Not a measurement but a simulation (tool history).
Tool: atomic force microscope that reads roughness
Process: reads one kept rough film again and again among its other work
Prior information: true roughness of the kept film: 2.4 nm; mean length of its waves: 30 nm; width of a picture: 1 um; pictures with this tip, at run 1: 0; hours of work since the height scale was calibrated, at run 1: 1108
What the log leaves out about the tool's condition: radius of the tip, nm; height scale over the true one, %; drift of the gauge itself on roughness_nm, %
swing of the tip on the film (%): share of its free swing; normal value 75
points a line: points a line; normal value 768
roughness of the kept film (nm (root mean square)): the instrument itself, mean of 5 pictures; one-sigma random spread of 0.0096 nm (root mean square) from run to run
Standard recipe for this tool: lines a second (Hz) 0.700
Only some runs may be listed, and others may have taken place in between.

run,day,lines a second (Hz),swing of the tip on the film (%),points a line,pictures with this tip,hours of work since the height scale was calibrated,roughness of the kept film (nm (root mean square))
1,0.000,0.700,75,768,0,1108,2.183
2,1.700,0.700,75,768,95,1136,2.101
3,4.175,0.700,75,768,232,1177,2.002
# day 5.271: new tip fitted
4,5.979,0.700,75,768,39,1206,2.140
5,9.079,0.700,75,768,212,1257,2.006
# day 10.554: new tip fitted
6,12.133,0.700,75,768,87,1306,2.108
7,14.229,2.773,75,768,204,1341,1.765
8,15.658,2.773,75,768,283,1364,1.719
# day 15.942: new tip fitted
9,17.567,2.773,75,768,90,1395,1.869
10,20.450,0.551,63,503,250,1442,2.030
# day 21.171: new tip fitted
11,22.417,1.775,61,302,70,1474,2.114
12,25.371,0.764,75,455,234,1522,1.991
# day 26.446: new tip fitted
13,27.738,0.652,59,768,72,1561,2.190

A few steps of roughness of the kept film (nm (root mean square)) between consecutive runs. Split each: what settings, incoming material and random variation would produce without the hidden state, and what is left over for the hidden state, along with gauge scatter present in only one of the two compared results (measured, and without hidden state):
Run 4 -> 5: nothing adjusted, nothing logged. roughness of the kept film (nm (root mean square)) -0.134: hidden state -0.179, all else +0.045.
Run 6 -> 7: lines a second (Hz) 0.700 -> 2.773. roughness of the kept film (nm (root mean square)) -0.343: hidden state -0.093, all else -0.250.
